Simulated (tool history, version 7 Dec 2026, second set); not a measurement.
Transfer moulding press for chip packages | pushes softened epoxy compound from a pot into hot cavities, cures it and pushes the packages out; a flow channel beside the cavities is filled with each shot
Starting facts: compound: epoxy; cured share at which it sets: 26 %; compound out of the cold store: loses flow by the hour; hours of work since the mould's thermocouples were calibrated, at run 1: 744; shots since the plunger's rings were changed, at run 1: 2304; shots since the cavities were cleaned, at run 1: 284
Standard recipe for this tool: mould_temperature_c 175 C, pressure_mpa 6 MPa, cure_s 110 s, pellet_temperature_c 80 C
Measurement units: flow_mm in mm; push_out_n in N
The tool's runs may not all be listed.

| run | hour | mould_temperature_c | pressure_mpa | cure_s | pellet_temperature_c | hours of work since the mould's thermocouples were calibrated | shots since the plunger's rings were changed | shots since the cavities were cleaned | incoming compound's hours out of the cold store | flow_mm | push_out_n |
|---|---|---|---|---|---|---|---|---|---|---|---|
| 1 | 0 | 175 | 6 | 110 | 80 | 744 | 2304 | 284 | 17.4 | 545 | 465 |
| 2 | 15.1 | 175 | 5.45 | 110 | 80 | 756 | 2492 | 472 | 24.6 | 497 | 528 |
|  | 51.6 | cavities cleaned with cleaning compound and waxed |
| 3 | 52 | 175 | 5.45 | 110 | 80 | 784 | 2933 | 5 | 30.6 | 474 | 341 |
| 4 | 67.7 | 175 | 5.45 | 110 | 80 | 797 | 3129 | 201 | 19.5 | 508 | 427 |
| 5 | 83 | 175 | 6 | 110 | 80 | 809 | 3319 | 391 | 15 | 545 | 528 |
| 6 | 100.9 | 175 | 6 | 110 | 80 | 823 | 3542 | 614 | 13.5 | 548 | 586 |
|  | 126.1 | cavities cleaned with cleaning compound and waxed |
| 7 | 126.1 | 175 | 6 | 110 | 88 | 842 | 3837 | 0 | 25.1 | 504 | 318 |
| 8 | 141.4 | 175 | 6 | 110 | 88 | 854 | 4027 | 190 | 42.6 | 453 | 404 |
|  | 150.5 | mould's thermocouples calibrated |
| 9 | 168.3 | 175 | 6 | 110 | 88 | 14 | 4338 | 501 | 18.5 | 526 | 541 |
|  | 184.4 | plunger's sealing rings changed |
| 10 | 191.9 | 175 | 6 | 132 | 80 | 31 | 93 | 763 | 33.9 | 506 | 485 |
|  | 204.7 | cavities cleaned with cleaning compound and waxed |
| 11 | 216.7 | 180 | 6 | 110 | 80 | 49 | 384 | 150 | 40.7 | 472 | 333 |
| 12 | 247.7 | 180 | 6 | 110 | 80 | 74 | 770 | 536 | 46.5 | 455 | 434 |
| 13 | 262.6 | 180 | 6 | 110 | 80 | 86 | 956 | 722 | 32.8 | 495 | 501 |
|  | 279.5 | cavities cleaned with cleaning compound and waxed |
| 14 | 279.5 | 175 | 7.17 | 110 | 80 | 98 | 1147 | 0 | 36.9 | 531 | 315 |
| 15 | 310.4 | 175 | 6 | 110 | 75 | 123 | 1532 | 385 | 43.6 | 466 | 496 |
| 16 | 329.3 | 175 | 4.63 | 116 | 80 | 138 | 1768 | 621 | 44.2 | 403 | 502 |
|  | 344.9 | mould's thermocouples calibrated, once more |
|  | 355.2 | cavities cleaned with cleaning compound and waxed |
| 17 | 356 | 175 | 4.63 | 116 | 80 | 8 | 2056 | 9 | 33.7 | 430 | 291 |
| 18 | 392.2 | 170 | 5.31 | 132 | 85 | 36 | 2507 | 460 | 23.7 | 495 | 475 |

Run 19, settings as shown, results not yet in. Your forecast:
| 19 | 420.6 | 180 | 6 | 137 | 81 | 59 | 2861 | 814 | 16.6 | ? | ? |

Run 19 yielded flow_mm 533 mm, push_out_n 446 N.
The same run, on a tool lacking any hidden state, would have yielded flow_mm 555 mm, push_out_n 234 N.
